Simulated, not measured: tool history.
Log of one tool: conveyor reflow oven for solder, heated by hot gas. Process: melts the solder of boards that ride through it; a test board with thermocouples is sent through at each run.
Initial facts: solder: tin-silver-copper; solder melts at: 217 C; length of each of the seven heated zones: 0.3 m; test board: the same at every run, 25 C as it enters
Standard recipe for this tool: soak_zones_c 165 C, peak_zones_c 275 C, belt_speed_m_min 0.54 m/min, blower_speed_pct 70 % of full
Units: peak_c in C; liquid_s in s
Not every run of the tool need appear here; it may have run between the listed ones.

| run | hour | soak_zones_c | peak_zones_c | belt_speed_m_min | blower_speed_pct | peak_c | liquid_s |
|---|---|---|---|---|---|---|---|
| 1 | 0 | 165 | 275 | 0.54 | 70 | 260.4 | 52.8 |
| 2 | 9.1 | 165 | 275 | 0.54 | 70 | 261.1 | 52.6 |
| 3 | 18.4 | 165 | 275 | 0.54 | 70 | 261.2 | 52.3 |
| 4 | 24.5 | 165 | 275 | 0.54 | 70 | 260.8 | 52.5 |
| 5 | 36.5 | 152 | 275 | 0.54 | 70 | 258.3 | 48.4 |
| 6 | 47.9 | 165 | 275 | 0.54 | 70 | 261.1 | 52.4 |
| 7 | 54.3 | 172 | 275 | 0.54 | 70 | 261.2 | 55.1 |
| 8 | 63.1 | 172 | 275 | 0.54 | 70 | 261.8 | 55.1 |
| 9 | 74.1 | 165 | 275 | 0.54 | 58 | 258 | 50.6 |
| 10 | 80.3 | 165 | 275 | 0.54 | 58 | 258.1 | 51.1 |
| 11 | 88.5 | 165 | 275 | 0.54 | 58 | 257.9 | 51.1 |
| 12 | 100.1 | 165 | 275 | 0.546 | 70 | 259.6 | 51.7 |
| 13 | 111.6 | 165 | 275 | 0.54 | 70 | 260.1 | 52.4 |
| 14 | 117.1 | 165 | 275 | 0.54 | 70 | 260.6 | 52.8 |
| 15 | 124.4 | 165 | 275 | 0.54 | 70 | 260.3 | 52.4 |
| 16 | 129.4 | 165 | 284 | 0.54 | 70 | 267.7 | 56.1 |
| 17 | 136.4 | 165 | 284 | 0.454 | 90 | 276.6 | 71.2 |
| 18 | 143.6 | 154 | 280 | 0.454 | 72 | 269.9 | 65.3 |
| 19 | 155.5 | 179 | 271 | 0.54 | 70 | 259 | 55.6 |
| 20 | 167.3 | 159 | 271 | 0.487 | 82 | 260.7 | 57.3 |
| 21 | 178.4 | 151 | 283 | 0.54 | 72 | 266.4 | 51.6 |
| 22 | 188.5 | 151 | 283 | 0.452 | 52 | 268.4 | 63.4 |
| 23 | 196.1 | 170 | 277 | 0.452 | 52 | 265 | 67 |
| 24 | 206.5 | 165 | 287 | 0.54 | 63 | 269.2 | 56.3 |
| 25 | 214 | 165 | 275 | 0.54 | 72 | 260.8 | 52.2 |
| 26 | 221.5 | 160 | 270 | 0.47 | 72 | 259.5 | 59 |
| 27 | 229.8 | 173 | 275 | 0.619 | 70 | 256.2 | 44.7 |
| 28 | 235.5 | 165 | 271 | 0.506 | 67 | 258.1 | 54.8 |
| 29 | 243.4 | 165 | 271 | 0.506 | 67 | 258 | 54.7 |
| 30 | 254.9 | 170 | 271 | 0.453 | 67 | 261.2 | 65.8 |
| 31 | 265 | 170 | 271 | 0.453 | 67 | 261.4 | 65.7 |

Below are 3 alternative next runs, each starting from the tool's condition after run 31. Predict each:
| A | 274.1 | 153 | 274 | 0.626 | 67 | ? | ? |
| B | 274.1 | 151 | 274 | 0.623 | 70 | ? | ? |
| C | 274.1 | 165 | 275 | 0.54 | 61 | ? | ? |

| run | peak_c | liquid_s |
|---|---|---|
| A | 250.3 | 35.9 |
| B | 250.7 | 36.4 |
| C | 257.7 | 50.5 |
Take away the tool's hidden state, keep each run's random variation, and the runs would have read:
| run | peak_c | liquid_s |
|---|---|---|
| A | 251.2 | 36.7 |
| B | 251.7 | 37.2 |
| C | 258 | 50.7 |

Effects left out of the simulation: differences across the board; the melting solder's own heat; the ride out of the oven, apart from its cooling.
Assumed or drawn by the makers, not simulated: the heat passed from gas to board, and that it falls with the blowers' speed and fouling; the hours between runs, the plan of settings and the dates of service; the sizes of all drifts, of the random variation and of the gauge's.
